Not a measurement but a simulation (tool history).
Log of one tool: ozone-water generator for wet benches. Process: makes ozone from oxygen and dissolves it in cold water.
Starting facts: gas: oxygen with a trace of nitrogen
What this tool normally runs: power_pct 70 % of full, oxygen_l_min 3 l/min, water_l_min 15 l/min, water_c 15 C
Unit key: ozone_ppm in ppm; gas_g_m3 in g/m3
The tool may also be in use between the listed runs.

Run 1, hour 0: usual settings. Result: ozone_ppm 25.2 ppm, gas_g_m3 230.1 g/m3.
Run 2, hour 14.6: usual settings but oxygen_l_min 4.83 l/min. Result: ozone_ppm 25.8 ppm, gas_g_m3 180.2 g/m3.
Run 3, hour 35.8: usual settings but oxygen_l_min 4.83 l/min. Result: ozone_ppm 25.6 ppm, gas_g_m3 182.9 g/m3.
Run 4, hour 66.2: usual settings but water_l_min 23 l/min. Result: ozone_ppm 16.2 ppm, gas_g_m3 230.8 g/m3.
Run 5, hour 97.2: usual settings but power_pct 56 % of full. Result: ozone_ppm 22.2 ppm, gas_g_m3 205.5 g/m3.
Run 6, hour 115: usual settings. Result: ozone_ppm 25.2 ppm, gas_g_m3 227.9 g/m3.
Run 7, hour 133.7: usual settings. Result: ozone_ppm 25 ppm, gas_g_m3 232.7 g/m3.
Run 8, hour 147.6: usual settings. Result: ozone_ppm 25 ppm, gas_g_m3 230.7 g/m3.
Run 9, hour 164.6: usual settings but oxygen_l_min 3.07 l/min. Result: ozone_ppm 24.9 ppm, gas_g_m3 228.1 g/m3.
Run 10, hour 182: usual settings but oxygen_l_min 3.07 l/min. Result: ozone_ppm 24.8 ppm, gas_g_m3 226.5 g/m3.
Run 11, hour 199.3: usual settings but oxygen_l_min 3.07 l/min. Result: ozone_ppm 24.9 ppm, gas_g_m3 227.7 g/m3.
Run 12, hour 228.7: usual settings but power_pct 89 % of full. Result: ozone_ppm 28.1 ppm, gas_g_m3 264 g/m3.
Run 13, hour 257.2: usual settings but power_pct 89 % of full. Result: ozone_ppm 28.4 ppm, gas_g_m3 260.5 g/m3.
Run 14, hour 285.3: usual settings but power_pct 48 % of full, oxygen_l_min 1.92 l/min, water_l_min 16 l/min, water_c 18 C. Result: ozone_ppm 17 ppm, gas_g_m3 237.4 g/m3.
Run 15, hour 316.8: usual settings but power_pct 68 % of full, water_l_min 22 l/min, water_c 21 C. Result: ozone_ppm 15.9 ppm, gas_g_m3 228.1 g/m3.
Run 16, hour 338.8: usual settings but power_pct 51 % of full. Result: ozone_ppm 21.1 ppm, gas_g_m3 192.4 g/m3.
Run 17, hour 367.1: usual settings but power_pct 51 % of full. Result: ozone_ppm 21 ppm, gas_g_m3 193.8 g/m3.
Run 18, hour 389: usual settings but power_pct 40 % of full, oxygen_l_min 3.83 l/min. Result: ozone_ppm 18.9 ppm, gas_g_m3 150.8 g/m3.
Run 19, hour 404.9: usual settings but power_pct 40 % of full, oxygen_l_min 3.83 l/min. Result: ozone_ppm 19.2 ppm, gas_g_m3 151.7 g/m3.
Run 20, hour 430.5: usual settings but power_pct 40 % of full, oxygen_l_min 3.83 l/min. Result: ozone_ppm 19 ppm, gas_g_m3 150.2 g/m3.
Run 21, hour 450.2: usual settings but power_pct 83 % of full, oxygen_l_min 3.83 l/min. Result: ozone_ppm 28.1 ppm, gas_g_m3 221.9 g/m3.
Run 22, hour 464.6: usual settings but power_pct 83 % of full, oxygen_l_min 3.83 l/min, water_l_min 23 l/min. Result: ozone_ppm 18.6 ppm, gas_g_m3 221.5 g/m3.
Run 23, hour 493.6: usual settings but power_pct 83 % of full, oxygen_l_min 3.83 l/min, water_l_min 23 l/min. Result: ozone_ppm 18.5 ppm, gas_g_m3 219.6 g/m3.
Run 24, hour 512.9: usual settings but power_pct 83 % of full, oxygen_l_min 1.59 l/min, water_l_min 20 l/min. Result: ozone_ppm 17.1 ppm, gas_g_m3 342 g/m3.

Forecast each of these 5 alternatives for the next run:
Run A, hour 529: usual settings but oxygen_l_min 4.81 l/min. Result: ozone_ppm ?, gas_g_m3 ?.
Run B, hour 529: usual settings but oxygen_l_min 2.31 l/min, water_c 12 C. Result: ozone_ppm ?, gas_g_m3 ?.
Run C, hour 529: usual settings but power_pct 80 % of full, water_c 14 C. Result: ozone_ppm ?, gas_g_m3 ?.
Run D, hour 529: usual settings but power_pct 94 % of full, oxygen_l_min 1.59 l/min, water_l_min 20 l/min, water_c 9 C. Result: ozone_ppm ?, gas_g_m3 ?.
Run E, hour 529: usual settings but power_pct 83 % of full, oxygen_l_min 2.25 l/min. Result: ozone_ppm ?, gas_g_m3 ?.

run  ozone_ppm  gas_g_m3
  A       25.7     179.2
  B       24.5     258.9
  C       26.8       246
  D       19.5     369.7
  E       25.8     288.6
With the hidden condition removed and each run's random variation left untouched, the same runs would have given:
run  ozone_ppm  gas_g_m3
  A       26.8     183.9
  B       25.5     265.6
  C       27.9     252.8
  D       20.4     380.7
  E       26.9     296.8
